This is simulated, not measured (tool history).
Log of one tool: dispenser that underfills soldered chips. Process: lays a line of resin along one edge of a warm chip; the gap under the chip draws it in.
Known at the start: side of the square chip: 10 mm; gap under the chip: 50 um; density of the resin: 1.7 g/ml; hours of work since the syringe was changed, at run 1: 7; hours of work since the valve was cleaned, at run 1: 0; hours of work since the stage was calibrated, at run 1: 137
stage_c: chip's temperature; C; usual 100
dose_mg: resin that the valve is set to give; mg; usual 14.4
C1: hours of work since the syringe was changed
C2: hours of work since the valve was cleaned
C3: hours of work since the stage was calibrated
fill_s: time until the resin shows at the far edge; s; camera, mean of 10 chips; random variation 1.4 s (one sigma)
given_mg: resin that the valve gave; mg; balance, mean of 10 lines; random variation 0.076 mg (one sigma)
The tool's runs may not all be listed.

{"run": 1, "day": 0.0, "stage_c": 100, "dose_mg": 14.4, "C1": 7, "C2": 0, "C3": 137, "fill_s": 190.3, "given_mg": 14.54}
{"day": 0.167, "done": "new syringe of resin"}
{"run": 2, "day": 0.325, "stage_c": 100, "dose_mg": 14.8, "C1": 2, "C2": 5, "C3": 142, "fill_s": 156.7, "given_mg": 14.83}
{"run": 3, "day": 0.538, "stage_c": 100, "dose_mg": 14.8, "C1": 5, "C2": 8, "C3": 145, "fill_s": 185.5, "given_mg": 14.87}
{"day": 0.792, "done": "new syringe of resin"}
{"run": 4, "day": 0.967, "stage_c": 100, "dose_mg": 14.8, "C1": 3, "C2": 14, "C3": 151, "fill_s": 154.7, "given_mg": 14.64}
{"day": 1.383, "done": "new syringe of resin"}
{"run": 5, "day": 1.396, "stage_c": 100, "dose_mg": 14.8, "C1": 0, "C2": 20, "C3": 157, "fill_s": 135.7, "given_mg": 14.61}
{"run": 6, "day": 1.767, "stage_c": 90, "dose_mg": 14.4, "C1": 6, "C2": 26, "C3": 163, "fill_s": 293.4, "given_mg": 14.34}
{"day": 1.992, "done": "new syringe of resin"}
{"run": 7, "day": 2.154, "stage_c": 90, "dose_mg": 14.4, "C1": 2, "C2": 31, "C3": 168, "fill_s": 242.2, "given_mg": 14.24}
{"run": 8, "day": 2.362, "stage_c": 90, "dose_mg": 16.9, "C1": 6, "C2": 35, "C3": 172, "fill_s": 292.6, "given_mg": 16.54}
{"run": 9, "day": 2.55, "stage_c": 90, "dose_mg": 16.9, "C1": 8, "C2": 37, "C3": 174, "fill_s": 337.2, "given_mg": 16.8}
{"day": 2.6, "done": "new syringe of resin"}
{"run": 10, "day": 2.979, "stage_c": 90, "dose_mg": 16.9, "C1": 6, "C2": 43, "C3": 181, "fill_s": 298.5, "given_mg": 16.57}
{"day": 3.192, "done": "new syringe of resin"}
{"run": 11, "day": 3.312, "stage_c": 90, "dose_mg": 16.9, "C1": 2, "C2": 48, "C3": 185, "fill_s": 237.2, "given_mg": 16.69}
{"run": 12, "day": 3.575, "stage_c": 90, "dose_mg": 16.9, "C1": 6, "C2": 52, "C3": 189, "fill_s": 293.3, "given_mg": 16.72}
{"day": 3.783, "done": "new syringe of resin"}
{"run": 13, "day": 3.838, "stage_c": 100, "dose_mg": 13.1, "C1": 1, "C2": 56, "C3": 193, "fill_s": 148.5, "given_mg": 12.8}
{"run": 14, "day": 4.129, "stage_c": 100, "dose_mg": 13.1, "C1": 5, "C2": 60, "C3": 197, "fill_s": 187.1, "given_mg": 12.9}
{"run": 15, "day": 4.329, "stage_c": 100, "dose_mg": 13.1, "C1": 8, "C2": 63, "C3": 200, "fill_s": 214.3, "given_mg": 12.84}
{"day": 4.375, "done": "new syringe of resin"}
{"run": 16, "day": 4.579, "stage_c": 100, "dose_mg": 14.4, "C1": 3, "C2": 67, "C3": 204, "fill_s": 157.1, "given_mg": 14.17}
{"run": 17, "day": 4.846, "stage_c": 107, "dose_mg": 18.3, "C1": 7, "C2": 71, "C3": 208, "fill_s": 139.3, "given_mg": 17.87}
{"day": 4.979, "done": "new syringe of resin"}
{"run": 18, "day": 5.138, "stage_c": 107, "dose_mg": 18.3, "C1": 2, "C2": 75, "C3": 212, "fill_s": 110.9, "given_mg": 17.79}
{"run": 19, "day": 5.338, "stage_c": 85, "dose_mg": 15.9, "C1": 5, "C2": 78, "C3": 215, "fill_s": 363.4, "given_mg": 15.55}
{"day": 5.571, "done": "new syringe of resin"}
{"run": 20, "day": 5.717, "stage_c": 108, "dose_mg": 12.2, "C1": 2, "C2": 83, "C3": 220, "fill_s": 107, "given_mg": 11.94}
{"run": 21, "day": 5.958, "stage_c": 101, "dose_mg": 15.3, "C1": 6, "C2": 87, "C3": 224, "fill_s": 171.8, "given_mg": 14.88}
{"day": 6.188, "done": "new syringe of resin"}
{"run": 22, "day": 6.262, "stage_c": 113, "dose_mg": 18.5, "C1": 1, "C2": 91, "C3": 228, "fill_s": 81.5, "given_mg": 17.93}
{"run": 23, "day": 6.596, "stage_c": 90, "dose_mg": 14.1, "C1": 6, "C2": 96, "C3": 233, "fill_s": 300.7, "given_mg": 13.59}
{"day": 6.792, "done": "new syringe of resin"}
{"run": 24, "day": 6.942, "stage_c": 112, "dose_mg": 16.4, "C1": 2, "C2": 101, "C3": 238, "fill_s": 87.2, "given_mg": 15.92}
{"run": 25, "day": 7.242, "stage_c": 112, "dose_mg": 16.4, "C1": 7, "C2": 105, "C3": 242, "fill_s": 110.2, "given_mg": 15.78}
{"day": 7.392, "done": "new syringe of resin"}
{"run": 26, "day": 7.483, "stage_c": 112, "dose_mg": 18.2, "C1": 1, "C2": 109, "C3": 246, "fill_s": 83, "given_mg": 17.58}
{"run": 27, "day": 7.754, "stage_c": 87, "dose_mg": 13.8, "C1": 5, "C2": 113, "C3": 250, "fill_s": 326.8, "given_mg": 13.41}
{"day": 7.992, "done": "new syringe of resin"}
{"run": 28, "day": 8.171, "stage_c": 87, "dose_mg": 13.8, "C1": 3, "C2": 119, "C3": 256, "fill_s": 292.8, "given_mg": 13.19}
{"run": 29, "day": 8.496, "stage_c": 86, "dose_mg": 17.9, "C1": 8, "C2": 124, "C3": 261, "fill_s": 391.2, "given_mg": 17.07}
{"day": 8.617, "done": "new syringe of resin"}
{"run": 30, "day": 8.729, "stage_c": 86, "dose_mg": 17.9, "C1": 2, "C2": 127, "C3": 264, "fill_s": 286.5, "given_mg": 17.24}
{"run": 31, "day": 9.025, "stage_c": 92, "dose_mg": 13.1, "C1": 6, "C2": 131, "C3": 268, "fill_s": 273.4, "given_mg": 12.58}
{"day": 9.238, "done": "new syringe of resin"}
{"run": 32, "day": 9.45, "stage_c": 92, "dose_mg": 13.1, "C1": 3, "C2": 138, "C3": 275, "fill_s": 229.2, "given_mg": 12.48}

Forecast each of these 3 alternatives for the next run:
{"day": 9.696, "done": "dispensing valve cleaned and set on the balance"}
{"day": 9.875, "done": "new syringe of resin"}
{"run": "A", "day": 9.912, "stage_c": 94, "dose_mg": 17.4, "C1": 1, "C2": 3, "C3": 281, "fill_s": "?", "given_mg": "?"}
{"day": 9.696, "done": "dispensing valve cleaned and set on the balance"}
{"day": 9.875, "done": "new syringe of resin"}
{"run": "B", "day": 9.912, "stage_c": 100, "dose_mg": 15.5, "C1": 1, "C2": 3, "C3": 281, "fill_s": "?", "given_mg": "?"}
{"day": 9.696, "done": "dispensing valve cleaned and set on the balance"}
{"day": 9.875, "done": "new syringe of resin"}
{"run": "C", "day": 9.912, "stage_c": 113, "dose_mg": 13.1, "C1": 1, "C2": 3, "C3": 281, "fill_s": "?", "given_mg": "?"}

run=A fill_s=178.8 given_mg=17.33
run=B fill_s=137.9 given_mg=15.42
run=C fill_s=77.1 given_mg=13.17
Without the tool's hidden state the same runs would have given:
run=A fill_s=182.4 given_mg=17.36
run=B fill_s=140.4 given_mg=15.45
run=C fill_s=78.2 given_mg=13.19
